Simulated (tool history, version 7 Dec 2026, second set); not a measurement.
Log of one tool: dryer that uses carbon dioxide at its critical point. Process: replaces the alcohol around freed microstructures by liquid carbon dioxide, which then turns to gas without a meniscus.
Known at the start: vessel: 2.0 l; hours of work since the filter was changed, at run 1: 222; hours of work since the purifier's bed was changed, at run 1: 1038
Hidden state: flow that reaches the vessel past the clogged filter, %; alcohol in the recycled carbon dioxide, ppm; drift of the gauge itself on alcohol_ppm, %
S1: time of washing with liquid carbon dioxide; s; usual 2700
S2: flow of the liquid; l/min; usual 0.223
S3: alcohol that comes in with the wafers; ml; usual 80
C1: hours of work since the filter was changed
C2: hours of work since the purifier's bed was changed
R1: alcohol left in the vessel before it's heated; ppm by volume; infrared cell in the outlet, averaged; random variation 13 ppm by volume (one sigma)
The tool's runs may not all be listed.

run,hour,S1,S2,S3,C1,C2,R1
1,0,2700,0.223,80,222,1038,1072
2,27.9,2700,0.223,80,238,1054,1123
3,76.3,2700,0.223,80,265,1082,1147
4,103.8,2700,0.223,80,281,1097,1117
5,135.4,2700,0.223,65,299,1115,980
6,161.8,2700,0.223,65,314,1130,977
7,194,2700,0.223,65,332,1149,1008
8,243.4,2700,0.223,65,360,1177,1031
9,282.3,2700,0.322,80,382,1199,408
10,311.4,2700,0.322,80,399,1215,408
11,338.4,2700,0.223,80,414,1231,1269
12,358.7,2700,0.223,80,426,1242,1264
13,399.4,2700,0.223,80,449,1265,1310
14,421.3,2700,0.223,80,461,1278,1293
15,466.4,2700,0.223,59,487,1303,1037
16,508.5,2700,0.223,59,511,1327,1038
17,531.6,3660,0.223,117,524,1340,682
# hour 561: inlet filter changed
18,581,2160,0.258,40,11,1368,772
19,628.2,2160,0.258,40,38,1395,757
20,666.7,2700,0.223,44,60,1417,668
# hour 673.2: purifier's bed changed
21,692.2,1920,0.283,87,73,11,1341
22,716.9,1920,0.283,87,87,25,1341
23,760.6,2100,0.223,26,112,50,657
24,787.8,2040,0.156,26,127,65,1726
25,831.4,2040,0.156,26,152,90,1746
26,864,2040,0.213,40,171,108,1286
27,904.6,4140,0.213,38,194,131,88
28,953.8,4140,0.242,38,222,159,66
29,977.9,4140,0.242,38,235,173,67
30,1023.5,3480,0.365,51,261,199,40
31,1050.3,3480,0.365,51,276,214,53
32,1093,3480,0.365,51,301,239,57

Measured less the same run without the tool's hidden state. The same run-to-run variation is in both; the gauge's scatter may not be:
run,R1
1,+299
2,+323
3,+344
4,+347
5,+334
6,+338
7,+360
8,+382
9,+264
10,+261
11,+475
12,+482
13,+512
14,+513
15,+456
16,+464
17,+398
18,+224
19,+232
20,+239
21,+71
22,+83
23,+50
24,+98
25,+117
26,+129
27,+35
28,+34
29,+36
30,+35
31,+38
32,+41

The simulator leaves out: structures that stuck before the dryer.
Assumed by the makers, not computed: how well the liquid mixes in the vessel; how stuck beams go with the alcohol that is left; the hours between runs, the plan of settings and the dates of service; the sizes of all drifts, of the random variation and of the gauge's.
